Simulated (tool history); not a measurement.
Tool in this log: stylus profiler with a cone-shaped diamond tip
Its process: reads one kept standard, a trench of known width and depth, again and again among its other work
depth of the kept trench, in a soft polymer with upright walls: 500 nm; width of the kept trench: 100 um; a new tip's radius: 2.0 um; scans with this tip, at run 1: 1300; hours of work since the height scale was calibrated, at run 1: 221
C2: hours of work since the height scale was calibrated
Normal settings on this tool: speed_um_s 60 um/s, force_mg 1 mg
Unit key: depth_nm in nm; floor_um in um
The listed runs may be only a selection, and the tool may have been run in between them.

run 1 hour=0 | speed_um_s=60 force_mg=1 | scans_with_this_tip=1300 C2=221 | depth_nm=503.39 floor_um=97.14
run 2 hour=20.9 | speed_um_s=64 force_mg=1 | scans_with_this_tip=1351 C2=230 | depth_nm=503.33 floor_um=97.1
run 3 hour=62.6 | speed_um_s=64 force_mg=1 | scans_with_this_tip=1453 C2=247 | depth_nm=503.61 floor_um=97.13
run 4 hour=108.2 | speed_um_s=60 force_mg=1 | scans_with_this_tip=1564 C2=266 | depth_nm=503.46 floor_um=97.15
run 5 hour=152.7 | speed_um_s=210 force_mg=1 | scans_with_this_tip=1673 C2=285 | depth_nm=503.18 floor_um=96.62
run 6 hour=177.5 | speed_um_s=210 force_mg=1 | scans_with_this_tip=1734 C2=295 | depth_nm=503.24 floor_um=96.63
run 7 hour=204.5 | speed_um_s=210 force_mg=1 | scans_with_this_tip=1800 C2=307 | depth_nm=503.46 floor_um=96.67
run 8 hour=247.2 | speed_um_s=210 force_mg=1 | scans_with_this_tip=1904 C2=324 | depth_nm=503.36 floor_um=96.66
run 9 hour=293.1 | speed_um_s=85 force_mg=1 | scans_with_this_tip=2016 C2=343 | depth_nm=503.18 floor_um=97.05
run 10 hour=331.5 | speed_um_s=32 force_mg=1 | scans_with_this_tip=2110 C2=359 | depth_nm=503.2 floor_um=97.26
run 11 hour=370.9 | speed_um_s=60 force_mg=1 | scans_with_this_tip=2206 C2=376 | depth_nm=503.29 floor_um=97.11
run 12 hour=412.3 | speed_um_s=60 force_mg=1 | scans_with_this_tip=2307 C2=393 | depth_nm=503.18 floor_um=97.18
run 13 hour=441.7 | speed_um_s=60 force_mg=1 | scans_with_this_tip=2379 C2=405 | depth_nm=503.46 floor_um=97.13
run 14 hour=474.8 | speed_um_s=60 force_mg=1 | scans_with_this_tip=2459 C2=419 | depth_nm=503.27 floor_um=97.12
run 15 hour=525.2 | speed_um_s=60 force_mg=1.85 | scans_with_this_tip=2582 C2=440 | depth_nm=504.71 floor_um=97.19
run 16 hour=559 | speed_um_s=60 force_mg=1.48 | scans_with_this_tip=2665 C2=454 | depth_nm=504.27 floor_um=97.14
run 17 hour=600.4 | speed_um_s=60 force_mg=1.48 | scans_with_this_tip=2766 C2=471 | depth_nm=504.06 floor_um=97.21
run 18 hour=622.2 | speed_um_s=60 force_mg=1 | scans_with_this_tip=2819 C2=480 | depth_nm=503.5 floor_um=97.13
run 19 hour=665.5 | speed_um_s=60 force_mg=1 | scans_with_this_tip=2925 C2=498 | depth_nm=503.4 floor_um=97.14
run 20 hour=699 | speed_um_s=60 force_mg=1 | scans_with_this_tip=3007 C2=512 | depth_nm=503.15 floor_um=97.07
run 21 hour=732.1 | speed_um_s=60 force_mg=0.41 | scans_with_this_tip=3088 C2=526 | depth_nm=501.71 floor_um=97.06
run 22 hour=774.9 | speed_um_s=60 force_mg=1 | scans_with_this_tip=3192 C2=544 | depth_nm=503.28 floor_um=97.16
run 23 hour=796.9 | speed_um_s=60 force_mg=1 | scans_with_this_tip=3246 C2=553 | depth_nm=503.34 floor_um=97.18
run 24 hour=824.6 | speed_um_s=30 force_mg=0.63 | scans_with_this_tip=3313 C2=564 | depth_nm=502.51 floor_um=97.18
run 25 hour=861.2 | speed_um_s=30 force_mg=0.63 | scans_with_this_tip=3403 C2=580 | depth_nm=502.52 floor_um=97.18
run 26 hour=883 | speed_um_s=226 force_mg=1.27 | scans_with_this_tip=3456 C2=589 | depth_nm=504.06 floor_um=96.65
run 27 hour=921.6 | speed_um_s=168 force_mg=2.73 | scans_with_this_tip=3550 C2=605 | depth_nm=506.3 floor_um=96.95
run 28 hour=945 | speed_um_s=168 force_mg=2.73 | scans_with_this_tip=3607 C2=614 | depth_nm=506.28 floor_um=96.95

What does the tool deliver on the next run?
run 29 hour=978.4 | speed_um_s=16 force_mg=1 | scans_with_this_tip=3689 C2=628 | depth_nm=? floor_um=?

depth_nm: 503.29 nm
floor_um: 97.3 um
Take away the tool's hidden state, keep the run-to-run variation as it was, and the same run would have given depth_nm 503.28 nm, floor_um 97.31 um.

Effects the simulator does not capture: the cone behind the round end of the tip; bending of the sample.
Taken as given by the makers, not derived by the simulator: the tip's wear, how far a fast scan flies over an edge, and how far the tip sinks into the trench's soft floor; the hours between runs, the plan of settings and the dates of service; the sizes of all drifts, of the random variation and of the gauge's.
